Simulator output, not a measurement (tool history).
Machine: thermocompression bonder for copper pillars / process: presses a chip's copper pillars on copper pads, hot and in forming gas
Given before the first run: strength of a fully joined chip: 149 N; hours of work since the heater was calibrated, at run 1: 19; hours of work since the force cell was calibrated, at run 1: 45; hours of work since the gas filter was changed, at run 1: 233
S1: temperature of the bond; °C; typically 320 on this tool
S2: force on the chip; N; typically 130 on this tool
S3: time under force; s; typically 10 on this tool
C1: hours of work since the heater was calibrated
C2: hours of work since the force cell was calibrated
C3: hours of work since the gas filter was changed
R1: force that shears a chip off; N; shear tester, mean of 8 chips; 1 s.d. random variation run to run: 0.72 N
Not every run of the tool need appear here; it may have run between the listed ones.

run   hour   S1   S2  S3   C1   C2   C3    R1
  1      0  320  130  10   19   45  233  45.8
  2   10.8  320  130  10   24   49  238    46
  3   25.5  320  130  10   30   55  244  45.6
  4     39  320  130  10   36   61  250  45.5
  5   49.4  320  130  10   40   65  254  44.6
  6   61.9  320  130  10   45   70  259  44.8
  7   72.1  320  106  10   49   75  263  35.7
      73.5  -- forming gas filter changed
  8   83.5  320  130  10   54   79    4  50.2
  9   98.1  320  130  10   60   85   10  50.4
 10  111.9  320  130  10   66   91   16  49.4
 11  123.4  320  130  10   70   96   21    50
 12  130.9  320  104  10   74   99   24  37.9
 13    144  320  165  10   79  104   29    65
 14    160  320  113   5   86  111   36  30.7
 15  173.4  320  180   6   91  117   41  58.3
 16  185.2  335  180  10   96  121   46  79.6
 17  195.8  349  130  27  100  126   51  90.7
 18  206.3  307  175  10  105  130   55  59.2
 19  216.6  307   95  10  109  134   59  28.4
 20  229.8  323  108  10  115  140   65    39
 21  239.3  320  167  10  119  144   69  64.6
 22    249  347  116  10  123  148   73    56
 23  259.5  347  116  10  127  152   77  55.6
 24  269.9  315  160  11  131  157   81  58.9

Hidden condition of the tool, last listed run before each entry between runs versus first listed run after:
Logged between run 7 and run 8: forming gas filter changed (hour 73.5)
  true temperature of the bond over the reading, C: -1.6 -> -1.7; oxide that the forming gas leaves, % of the face: 11.7 -> 0.72
  measured minus no-state result, R1: -5.7 -> -1.7 N
